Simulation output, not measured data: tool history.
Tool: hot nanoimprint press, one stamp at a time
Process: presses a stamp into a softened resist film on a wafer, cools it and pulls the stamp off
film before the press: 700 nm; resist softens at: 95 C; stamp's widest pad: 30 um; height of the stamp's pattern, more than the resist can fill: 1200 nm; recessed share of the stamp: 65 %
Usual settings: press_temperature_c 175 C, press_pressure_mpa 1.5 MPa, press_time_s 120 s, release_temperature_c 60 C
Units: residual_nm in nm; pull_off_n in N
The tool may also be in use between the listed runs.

Run 1, day 0: usual settings. Result: residual_nm 401.5 nm, pull_off_n 205 N.
Run 2, day 0.925: usual settings. Result: residual_nm 404.9 nm, pull_off_n 207 N.
Run 3, day 2.062: usual settings. Result: residual_nm 401.4 nm, pull_off_n 201 N.
At day 3.121: stamp cleaned and given a new release coat.
Run 4, day 3.388: usual settings. Result: residual_nm 403.1 nm, pull_off_n 145 N.
Run 5, day 4.967: usual settings. Result: residual_nm 401.5 nm, pull_off_n 147 N.
At day 5.254: plate thermocouple calibrated.
Run 6, day 6.442: usual settings. Result: residual_nm 405.8 nm, pull_off_n 148 N.
Run 7, day 8.154: usual settings. Result: residual_nm 400 nm, pull_off_n 159 N.
At day 8.354: plate thermocouple calibrated, once more.
At day 9.142: press's hydraulic seals changed and the load cell set to zero.
Run 8, day 9.825: usual settings. Result: residual_nm 402.6 nm, pull_off_n 167 N.
Run 9, day 11.354: usual settings. Result: residual_nm 400.3 nm, pull_off_n 169 N.
Run 10, day 12.871: usual settings. Result: residual_nm 397.3 nm, pull_off_n 169 N.
Run 11, day 14.55: usual settings but press_pressure_mpa 2.24 MPa. Result: residual_nm 334.7 nm, pull_off_n 170 N.
Run 12, day 16.125: usual settings but press_temperature_c 179 C, press_pressure_mpa 2.24 MPa, press_time_s 92 s, release_temperature_c 66 C. Result: residual_nm 318.4 nm, pull_off_n 166 N.
Run 13, day 17.3: usual settings but press_temperature_c 165 C, release_temperature_c 50 C. Result: residual_nm 533.6 nm, pull_off_n 196 N.
Run 14, day 18.746: usual settings but press_temperature_c 165 C, release_temperature_c 50 C. Result: residual_nm 529.6 nm, pull_off_n 204 N.
Run 15, day 19.683: usual settings but press_temperature_c 165 C, release_temperature_c 50 C. Result: residual_nm 526.9 nm, pull_off_n 203 N.
Run 16, day 21.079: usual settings but press_pressure_mpa 1.27 MPa. Result: residual_nm 422.7 nm, pull_off_n 192 N.

Forecast each of these 3 alternatives for the next run:
Run A, day 22.492: usual settings but press_pressure_mpa 1.86 MPa, press_time_s 166 s, release_temperature_c 54 C. Result: residual_nm ?, pull_off_n ?.
Run B, day 22.492: usual settings but release_temperature_c 54 C. Result: residual_nm ?, pull_off_n ?.
Run C, day 22.492: usual settings but press_temperature_c 173 C, release_temperature_c 66 C. Result: residual_nm ?, pull_off_n ?.

run  residual_nm  pull_off_n
  A        321.7         198
  B        391.5         202
  C        422.5         184
Without the tool's hidden state the same runs would have given:
run  residual_nm  pull_off_n
  A        325.3         149
  B        395.9         151
  C          427         138

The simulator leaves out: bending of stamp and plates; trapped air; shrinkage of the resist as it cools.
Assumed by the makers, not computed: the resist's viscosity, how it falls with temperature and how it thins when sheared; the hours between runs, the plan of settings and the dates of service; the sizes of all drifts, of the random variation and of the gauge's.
